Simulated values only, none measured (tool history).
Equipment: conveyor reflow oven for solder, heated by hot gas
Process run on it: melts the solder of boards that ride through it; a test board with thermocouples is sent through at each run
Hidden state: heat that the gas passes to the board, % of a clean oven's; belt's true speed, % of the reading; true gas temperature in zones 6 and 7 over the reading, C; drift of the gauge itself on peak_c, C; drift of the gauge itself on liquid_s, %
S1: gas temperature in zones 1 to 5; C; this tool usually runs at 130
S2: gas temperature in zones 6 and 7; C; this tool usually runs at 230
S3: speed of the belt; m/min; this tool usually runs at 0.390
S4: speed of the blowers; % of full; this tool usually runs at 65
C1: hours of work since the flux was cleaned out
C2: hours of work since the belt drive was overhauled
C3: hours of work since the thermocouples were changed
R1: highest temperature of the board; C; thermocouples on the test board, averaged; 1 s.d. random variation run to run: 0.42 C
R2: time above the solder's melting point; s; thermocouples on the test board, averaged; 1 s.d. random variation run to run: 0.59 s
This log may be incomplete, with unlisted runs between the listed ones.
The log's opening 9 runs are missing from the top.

run	hour	S1	S2	S3	S4	C1	C2	C3	R1	R2
10	222.0	130	231	0.390	65	177	285	40	207.7	55.0
11	243.5	130	231	0.451	65	187	295	49	202.7	38.5
12	260.7	130	231	0.451	65	194	303	57	202.7	37.2
13	281.3	130	231	0.451	65	204	312	66	202.6	37.6
14	310.6	130	231	0.451	65	217	325	79	201.9	39.5
15	327.9	130	231	0.451	65	225	333	87	202.3	39.1
16	362.4	125	231	0.449	65	240	348	103	202.0	35.4
17	386.1	130	230	0.390	72	251	359	114	208.3	56.0
18	406.0	140	230	0.390	65	260	368	122	209.7	60.1
19	422.9	129	230	0.351	65	268	376	130	210.9	64.9
20	448.0	130	233	0.436	65	279	387	141	205.3	44.0
21	467.1	130	233	0.436	65	287	396	150	205.0	44.2
22	482.8	116	243	0.374	55	295	403	157	213.5	58.0
23	499.3	130	224	0.390	65	302	410	165	202.3	46.4
24	515.2	130	234	0.390	65	309	417	172	210.8	58.0
25	540.8	130	220	0.390	88	321	429	183	203.6	49.6
26	567.5	130	220	0.390	88	333	441	195	203.4	49.7
27	589.1	130	230	0.448	65	342	451	205	201.3	38.3
28	604.2	130	230	0.448	65	349	457	212	202.5	38.9
# hour 616.8: flux residue cleaned out of gas plates and filters
29	627.4	130	230	0.448	65	5	466	220	202.0	39.0
30	642.7	130	230	0.448	65	12	472	227	202.0	38.9

Here are 4 independent what-if runs from the current tool condition. What would each one return?
A	675.1	130	230	0.416	65	26	487	242	?	?
B	675.1	123	230	0.448	65	26	487	242	?	?
C	675.1	130	239	0.368	58	26	487	242	?	?
D	675.1	130	230	0.366	65	26	487	242	?	?

run	R1	R2
A	204.3	46.8
B	199.8	34.4
C	215.9	68.1
D	210.2	61.4
Without the tool's hidden state the same runs would have given:
run	R1	R2
A	204.4	46.8
B	199.9	34.5
C	215.9	68.1
D	210.3	61.4
